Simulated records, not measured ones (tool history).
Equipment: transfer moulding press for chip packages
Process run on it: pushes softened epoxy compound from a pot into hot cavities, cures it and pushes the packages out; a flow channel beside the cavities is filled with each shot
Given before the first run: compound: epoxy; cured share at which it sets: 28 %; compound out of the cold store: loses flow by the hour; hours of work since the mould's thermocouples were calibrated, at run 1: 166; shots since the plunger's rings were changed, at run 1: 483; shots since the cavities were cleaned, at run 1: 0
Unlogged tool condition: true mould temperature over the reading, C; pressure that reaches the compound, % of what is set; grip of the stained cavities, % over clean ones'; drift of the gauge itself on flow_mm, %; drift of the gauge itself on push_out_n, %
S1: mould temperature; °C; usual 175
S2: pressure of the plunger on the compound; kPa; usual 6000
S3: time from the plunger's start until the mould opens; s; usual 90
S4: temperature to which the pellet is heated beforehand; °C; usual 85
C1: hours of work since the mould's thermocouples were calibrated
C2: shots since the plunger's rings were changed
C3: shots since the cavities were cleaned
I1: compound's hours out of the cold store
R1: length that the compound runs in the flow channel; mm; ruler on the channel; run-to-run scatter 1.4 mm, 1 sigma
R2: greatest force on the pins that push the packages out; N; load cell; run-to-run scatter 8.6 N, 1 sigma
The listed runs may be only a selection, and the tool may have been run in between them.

{"run": 1, "hour": 0.0, "S1": 175, "S2": 6000, "S3": 90, "S4": 85, "C1": 166, "C2": 483, "C3": 0, "I1": 38.7, "R1": 582, "R2": 385}
{"run": 2, "hour": 5.2, "S1": 175, "S2": 6000, "S3": 90, "S4": 85, "C1": 169, "C2": 547, "C3": 64, "I1": 35.2, "R1": 591, "R2": 444}
{"run": 3, "hour": 17.2, "S1": 175, "S2": 4900, "S3": 90, "S4": 85, "C1": 176, "C2": 695, "C3": 212, "I1": 28.7, "R1": 539, "R2": 520}
{"run": 4, "hour": 28.7, "S1": 175, "S2": 4900, "S3": 90, "S4": 85, "C1": 184, "C2": 836, "C3": 353, "I1": 22.2, "R1": 548, "R2": 626}
{"run": 5, "hour": 36.5, "S1": 175, "S2": 4900, "S3": 90, "S4": 85, "C1": 189, "C2": 933, "C3": 450, "I1": 36.4, "R1": 529, "R2": 641}
{"run": 6, "hour": 41.7, "S1": 175, "S2": 7230, "S3": 90, "S4": 85, "C1": 192, "C2": 996, "C3": 513, "I1": 23.7, "R1": 666, "R2": 668}
{"run": 7, "hour": 49.7, "S1": 175, "S2": 7230, "S3": 90, "S4": 85, "C1": 197, "C2": 1095, "C3": 612, "I1": 15.5, "R1": 679, "R2": 736}
{"hour": 59.3, "done": "cavities cleaned with cleaning compound and waxed"}
{"run": 8, "hour": 60.8, "S1": 183, "S2": 7230, "S3": 90, "S4": 85, "C1": 203, "C2": 1213, "C3": 19, "I1": 31.6, "R1": 627, "R2": 278}
{"run": 9, "hour": 67.4, "S1": 175, "S2": 4820, "S3": 90, "S4": 85, "C1": 207, "C2": 1294, "C3": 100, "I1": 31.5, "R1": 533, "R2": 478}
{"run": 10, "hour": 76.2, "S1": 175, "S2": 6000, "S3": 71, "S4": 85, "C1": 213, "C2": 1402, "C3": 208, "I1": 47.9, "R1": 565, "R2": 929}
{"run": 11, "hour": 82.4, "S1": 183, "S2": 6000, "S3": 90, "S4": 85, "C1": 216, "C2": 1478, "C3": 284, "I1": 9.3, "R1": 606, "R2": 403}
{"run": 12, "hour": 94.1, "S1": 175, "S2": 6000, "S3": 90, "S4": 85, "C1": 224, "C2": 1622, "C3": 428, "I1": 12.4, "R1": 626, "R2": 660}
{"run": 13, "hour": 100.5, "S1": 175, "S2": 6000, "S3": 90, "S4": 85, "C1": 228, "C2": 1701, "C3": 507, "I1": 26.1, "R1": 599, "R2": 677}
{"run": 14, "hour": 111.6, "S1": 175, "S2": 4820, "S3": 90, "S4": 85, "C1": 235, "C2": 1838, "C3": 644, "I1": 14.6, "R1": 553, "R2": 718}
{"hour": 118.2, "done": "cavities cleaned with cleaning compound and waxed"}
{"run": 15, "hour": 118.5, "S1": 175, "S2": 4820, "S3": 90, "S4": 85, "C1": 238, "C2": 1904, "C3": 3, "I1": 35.4, "R1": 523, "R2": 381}
{"run": 16, "hour": 127.4, "S1": 175, "S2": 4820, "S3": 90, "S4": 85, "C1": 244, "C2": 2013, "C3": 112, "I1": 16.3, "R1": 550, "R2": 489}
{"run": 17, "hour": 132.7, "S1": 175, "S2": 4820, "S3": 90, "S4": 85, "C1": 247, "C2": 2079, "C3": 178, "I1": 29.4, "R1": 531, "R2": 518}
{"run": 18, "hour": 139.7, "S1": 175, "S2": 4820, "S3": 90, "S4": 85, "C1": 252, "C2": 2165, "C3": 264, "I1": 47.2, "R1": 505, "R2": 549}
{"run": 19, "hour": 149.6, "S1": 175, "S2": 4820, "S3": 120, "S4": 85, "C1": 258, "C2": 2287, "C3": 386, "I1": 44.5, "R1": 508, "R2": 431}
{"run": 20, "hour": 162.1, "S1": 175, "S2": 4820, "S3": 120, "S4": 85, "C1": 266, "C2": 2441, "C3": 540, "I1": 12.7, "R1": 554, "R2": 465}
{"run": 21, "hour": 169.7, "S1": 180, "S2": 6720, "S3": 98, "S4": 93, "C1": 271, "C2": 2533, "C3": 632, "I1": 20.5, "R1": 626, "R2": 493}
{"hour": 177.4, "done": "cavities cleaned with cleaning compound and waxed"}
{"run": 22, "hour": 177.5, "S1": 181, "S2": 6000, "S3": 90, "S4": 86, "C1": 275, "C2": 2612, "C3": 1, "I1": 27, "R1": 578, "R2": 284}
{"run": 23, "hour": 187.9, "S1": 181, "S2": 6000, "S3": 90, "S4": 86, "C1": 281, "C2": 2739, "C3": 128, "I1": 43.1, "R1": 554, "R2": 361}
{"run": 24, "hour": 198.1, "S1": 181, "S2": 6790, "S3": 90, "S4": 86, "C1": 287, "C2": 2865, "C3": 254, "I1": 18.6, "R1": 626, "R2": 415}
{"run": 25, "hour": 206.1, "S1": 175, "S2": 6000, "S3": 75, "S4": 81, "C1": 293, "C2": 2963, "C3": 352, "I1": 26.3, "R1": 594, "R2": 948}
{"run": 26, "hour": 216.9, "S1": 175, "S2": 6000, "S3": 75, "S4": 81, "C1": 299, "C2": 3096, "C3": 485, "I1": 25.6, "R1": 595, "R2": 998}
{"run": 27, "hour": 227.9, "S1": 175, "S2": 6000, "S3": 75, "S4": 81, "C1": 306, "C2": 3231, "C3": 620, "I1": 21.9, "R1": 600, "R2": 1120}
{"run": 28, "hour": 234.4, "S1": 182, "S2": 5270, "S3": 80, "S4": 87, "C1": 310, "C2": 3312, "C3": 701, "I1": 45, "R1": 510, "R2": 570}
{"hour": 237.1, "done": "cavities cleaned with cleaning compound and waxed"}
{"run": 29, "hour": 242.1, "S1": 182, "S2": 5270, "S3": 80, "S4": 87, "C1": 314, "C2": 3388, "C3": 62, "I1": 46.9, "R1": 506, "R2": 347}

Forecast each of these 3 alternatives for the next run:
{"run": "A", "hour": 248.0, "S1": 183, "S2": 6000, "S3": 90, "S4": 94, "C1": 318, "C2": 3461, "C3": 135, "I1": 33, "R1": "?", "R2": "?"}
{"run": "B", "hour": 248.0, "S1": 178, "S2": 5270, "S3": 105, "S4": 90, "C1": 318, "C2": 3461, "C3": 135, "I1": 33.2, "R1": "?", "R2": "?"}
{"run": "C", "hour": 248.0, "S1": 175, "S2": 5930, "S3": 90, "S4": 85, "C1": 318, "C2": 3461, "C3": 135, "I1": 34.6, "R1": "?", "R2": "?"}

run=A R1=559 R2=340
run=B R1=533 R2=337
run=C R1=575 R2=492
With the hidden condition removed and each run's random variation left untouched, the same runs would have given:
run=A R1=574 R2=260
run=B R1=547 R2=257
run=C R1=590 R2=367

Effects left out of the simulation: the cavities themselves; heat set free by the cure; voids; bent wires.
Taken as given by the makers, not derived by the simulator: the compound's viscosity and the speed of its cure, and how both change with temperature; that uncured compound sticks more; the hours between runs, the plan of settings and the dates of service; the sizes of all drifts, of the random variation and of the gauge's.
